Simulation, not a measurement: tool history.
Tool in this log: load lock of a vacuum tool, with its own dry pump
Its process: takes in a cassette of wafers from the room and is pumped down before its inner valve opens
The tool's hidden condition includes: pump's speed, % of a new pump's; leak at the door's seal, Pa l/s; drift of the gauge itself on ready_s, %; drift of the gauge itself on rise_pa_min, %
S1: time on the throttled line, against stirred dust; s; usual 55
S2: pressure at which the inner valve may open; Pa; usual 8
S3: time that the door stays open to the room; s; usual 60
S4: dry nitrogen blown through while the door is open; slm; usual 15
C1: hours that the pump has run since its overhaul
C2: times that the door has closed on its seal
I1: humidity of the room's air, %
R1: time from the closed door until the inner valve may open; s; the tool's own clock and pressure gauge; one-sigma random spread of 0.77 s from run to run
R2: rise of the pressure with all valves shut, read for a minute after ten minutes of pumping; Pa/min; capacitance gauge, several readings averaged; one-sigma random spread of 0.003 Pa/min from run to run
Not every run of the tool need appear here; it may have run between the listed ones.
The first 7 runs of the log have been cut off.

{"run": 8, "hour": 525.4, "S1": 55, "S2": 15, "S3": 60, "S4": 15, "C1": 1875, "C2": 10733, "I1": 43.4, "R1": 114.1, "R2": 0.042}
{"run": 9, "hour": 617.5, "S1": 55, "S2": 15, "S3": 60, "S4": 15, "C1": 1967, "C2": 10894, "I1": 45.8, "R1": 113.8, "R2": 0.044}
{"run": 10, "hour": 679.1, "S1": 55, "S2": 15, "S3": 139, "S4": 15, "C1": 2029, "C2": 11001, "I1": 46.6, "R1": 114.0, "R2": 0.062}
{"run": 11, "hour": 736.6, "S1": 55, "S2": 8, "S3": 60, "S4": 15, "C1": 2086, "C2": 11101, "I1": 45.2, "R1": 118.1, "R2": 0.048}
{"run": 12, "hour": 811.4, "S1": 58, "S2": 8, "S3": 60, "S4": 15, "C1": 2161, "C2": 11232, "I1": 43.3, "R1": 121.1, "R2": 0.041}
{"run": 13, "hour": 858.0, "S1": 71, "S2": 8, "S3": 60, "S4": 15, "C1": 2208, "C2": 11313, "I1": 49.0, "R1": 133.0, "R2": 0.047}
{"run": 14, "hour": 929.8, "S1": 71, "S2": 8, "S3": 60, "S4": 15, "C1": 2280, "C2": 11438, "I1": 42.4, "R1": 132.4, "R2": 0.046}
{"run": 15, "hour": 972.5, "S1": 71, "S2": 8, "S3": 60, "S4": 15, "C1": 2322, "C2": 11513, "I1": 45.6, "R1": 130.7, "R2": 0.043}
{"run": 16, "hour": 1054.0, "S1": 55, "S2": 8, "S3": 60, "S4": 12, "C1": 2404, "C2": 11655, "I1": 44.0, "R1": 119.1, "R2": 0.053}
{"run": 17, "hour": 1141.4, "S1": 55, "S2": 8, "S3": 60, "S4": 12, "C1": 2491, "C2": 11807, "I1": 44.5, "R1": 119.3, "R2": 0.047}
{"run": 18, "hour": 1200.4, "S1": 55, "S2": 8, "S3": 60, "S4": 12, "C1": 2550, "C2": 11910, "I1": 44.6, "R1": 119.4, "R2": 0.05}

Estimate the outcome of run 19 from the log above:
{"run": 19, "hour": 1262.1, "S1": 31, "S2": 11, "S3": 60, "S4": 5, "C1": 2612, "C2": 12018, "I1": 46.5, "R1": "?", "R2": "?"}

{"run 19": {"R1": 98.5, "R2": 0.068}}
If the tool had no hidden condition, the same run with the same run-to-run variation would have returned R1 96.5 s, R2 0.041 Pa/min.
